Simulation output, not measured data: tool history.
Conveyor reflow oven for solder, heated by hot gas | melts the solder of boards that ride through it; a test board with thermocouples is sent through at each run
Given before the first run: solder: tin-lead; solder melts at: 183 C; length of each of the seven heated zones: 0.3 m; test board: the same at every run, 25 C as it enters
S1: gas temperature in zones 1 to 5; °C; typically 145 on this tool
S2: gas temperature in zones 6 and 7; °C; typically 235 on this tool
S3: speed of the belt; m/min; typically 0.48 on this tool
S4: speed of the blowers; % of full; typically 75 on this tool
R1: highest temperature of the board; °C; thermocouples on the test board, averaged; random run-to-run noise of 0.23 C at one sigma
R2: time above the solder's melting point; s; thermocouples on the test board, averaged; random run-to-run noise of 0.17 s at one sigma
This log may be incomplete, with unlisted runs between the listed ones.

run 1 day=0 | S1=145 S2=235 S3=0.48 S4=75 | R1=222.1 R2=62.9
run 2 day=0.592 | S1=145 S2=235 S3=0.48 S4=75 | R1=222.4 R2=63
run 3 day=1.029 | S1=145 S2=235 S3=0.48 S4=63 | R1=221.1 R2=61.7
run 4 day=1.562 | S1=145 S2=239 S3=0.48 S4=75 | R1=225.7 R2=64.9
run 5 day=1.983 | S1=148 S2=235 S3=0.48 S4=75 | R1=222.9 R2=64.5
run 6 day=2.492 | S1=148 S2=235 S3=0.48 S4=75 | R1=223 R2=64.2
run 7 day=3.138 | S1=145 S2=233 S3=0.48 S4=75 | R1=220.6 R2=61.6
run 8 day=3.433 | S1=145 S2=233 S3=0.48 S4=75 | R1=220.4 R2=61.8
run 9 day=3.717 | S1=145 S2=235 S3=0.48 S4=82 | R1=222.6 R2=63.5
run 10 day=4.233 | S1=145 S2=235 S3=0.48 S4=82 | R1=222.8 R2=63.6
-- day=4.975 flux residue cleaned out of gas plates and filters
run 11 day=5.067 | S1=145 S2=235 S3=0.48 S4=82 | R1=225.7 R2=64.8
run 12 day=5.512 | S1=145 S2=225 S3=0.48 S4=82 | R1=216.1 R2=59.7
run 13 day=6.121 | S1=145 S2=225 S3=0.48 S4=82 | R1=216 R2=59.6
run 14 day=6.508 | S1=145 S2=243 S3=0.48 S4=75 | R1=231.8 R2=68.1
run 15 day=6.804 | S1=145 S2=243 S3=0.48 S4=75 | R1=231.5 R2=68.3
run 16 day=7.208 | S1=145 S2=243 S3=0.48 S4=75 | R1=231.6 R2=68.1
run 17 day=7.55 | S1=158 S2=246 S3=0.447 S4=60 | R1=235.9 R2=80.7
run 18 day=8.112 | S1=145 S2=243 S3=0.508 S4=68 | R1=228.6 R2=62.8
run 19 day=8.725 | S1=145 S2=247 S3=0.508 S4=58 | R1=230.9 R2=63.9
run 20 day=9.2 | S1=155 S2=235 S3=0.48 S4=73 | R1=225.3 R2=68.8
run 21 day=9.558 | S1=155 S2=235 S3=0.48 S4=73 | R1=225.3 R2=69.1
run 22 day=9.879 | S1=154 S2=239 S3=0.416 S4=75 | R1=232.2 R2=82.6
run 23 day=10.317 | S1=154 S2=239 S3=0.416 S4=75 | R1=232.3 R2=82.7
run 24 day=10.921 | S1=154 S2=239 S3=0.416 S4=75 | R1=232 R2=82.8
run 25 day=11.429 | S1=154 S2=239 S3=0.416 S4=75 | R1=232 R2=82.9
run 26 day=11.7 | S1=137 S2=225 S3=0.402 S4=60 | R1=216.4 R2=68.4
run 27 day=12.288 | S1=133 S2=235 S3=0.48 S4=52 | R1=218.6 R2=55.9

What if the next run were any one of these 4? Each begins from the tool's condition after run 27:
run A day=12.646 | S1=145 S2=229 S3=0.48 S4=55 | R1=? R2=?
run B day=12.646 | S1=145 S2=235 S3=0.48 S4=80 | R1=? R2=?
run C day=12.646 | S1=151 S2=235 S3=0.398 S4=75 | R1=? R2=?
run D day=12.646 | S1=137 S2=235 S3=0.527 S4=90 | R1=? R2=?

run=A R1=215.5 R2=58.2
run=B R1=224.6 R2=64.5
run=C R1=228.7 R2=83.3
run=D R1=222.3 R2=54.6
What these runs would have given with no unlogged condition in the tool:
run=A R1=215.2 R2=57.9
run=B R1=224.4 R2=64.2
run=C R1=228.2 R2=82.8
run=D R1=222.4 R2=54.5
